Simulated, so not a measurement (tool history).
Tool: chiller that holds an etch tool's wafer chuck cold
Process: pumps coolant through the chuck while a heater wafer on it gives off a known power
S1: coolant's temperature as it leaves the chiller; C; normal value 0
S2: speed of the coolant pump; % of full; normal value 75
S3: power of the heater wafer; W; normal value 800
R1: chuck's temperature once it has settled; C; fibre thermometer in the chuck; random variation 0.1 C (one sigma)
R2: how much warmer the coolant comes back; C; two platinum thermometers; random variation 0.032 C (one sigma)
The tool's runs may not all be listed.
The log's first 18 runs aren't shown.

{"run": 19, "hour": 738.9, "S1": 7, "S2": 77, "S3": 1106, "R1": 23.3, "R2": 4.95}
{"run": 20, "hour": 785.0, "S1": 3, "S2": 75, "S3": 831, "R1": 15.6, "R2": 3.85}
{"run": 21, "hour": 822.2, "S1": 3, "S2": 87, "S3": 609, "R1": 11.2, "R2": 2.39}
{"run": 22, "hour": 857.9, "S1": 10, "S2": 81, "S3": 924, "R1": 23, "R2": 3.97}
{"run": 23, "hour": 894.7, "S1": 9, "S2": 62, "S3": 819, "R1": 23.9, "R2": 4.66}
{"run": 24, "hour": 927.1, "S1": 9, "S2": 62, "S3": 819, "R1": 23.9, "R2": 4.7}
{"run": 25, "hour": 960.2, "S1": 4, "S2": 91, "S3": 658, "R1": 12.3, "R2": 2.45}
{"run": 26, "hour": 1010.2, "S1": 4, "S2": 75, "S3": 969, "R1": 18.8, "R2": 4.47}
{"run": 27, "hour": 1064.6, "S1": -8, "S2": 75, "S3": 800, "R1": 4.2, "R2": 3.77}
{"run": 28, "hour": 1111.2, "S1": 5, "S2": 75, "S3": 800, "R1": 17.1, "R2": 3.71}
{"run": 29, "hour": 1167.1, "S1": 5, "S2": 61, "S3": 800, "R1": 19.7, "R2": 4.7}
{"run": 30, "hour": 1229.7, "S1": 5, "S2": 61, "S3": 800, "R1": 19.8, "R2": 4.67}
{"run": 31, "hour": 1270.2, "S1": -1, "S2": 66, "S3": 880, "R1": 14.1, "R2": 4.75}
{"run": 32, "hour": 1322.8, "S1": 0, "S2": 65, "S3": 748, "R1": 13.1, "R2": 4.08}
{"run": 33, "hour": 1351.9, "S1": 4, "S2": 75, "S3": 800, "R1": 16.2, "R2": 3.71}

Each row is a separate what-if for the run after 33, all from the same tool condition, not one after another. Results?
{"run": "A", "hour": 1386.3, "S1": 0, "S2": 87, "S3": 723, "R1": "?", "R2": "?"}
{"run": "B", "hour": 1386.3, "S1": 7, "S2": 97, "S3": 498, "R1": "?", "R2": "?"}
{"run": "C", "hour": 1386.3, "S1": 4, "S2": 75, "S3": 453, "R1": "?", "R2": "?"}

run=A R1=9.5 R2=2.86
run=B R1=13.1 R2=1.76
run=C R1=10.9 R2=2.08
Stripped of hidden state, with their random variation kept, the same runs would have yielded:
run=A R1=8.7 R2=2.76
run=B R1=12.6 R2=1.7
run=C R1=10.4 R2=2.01

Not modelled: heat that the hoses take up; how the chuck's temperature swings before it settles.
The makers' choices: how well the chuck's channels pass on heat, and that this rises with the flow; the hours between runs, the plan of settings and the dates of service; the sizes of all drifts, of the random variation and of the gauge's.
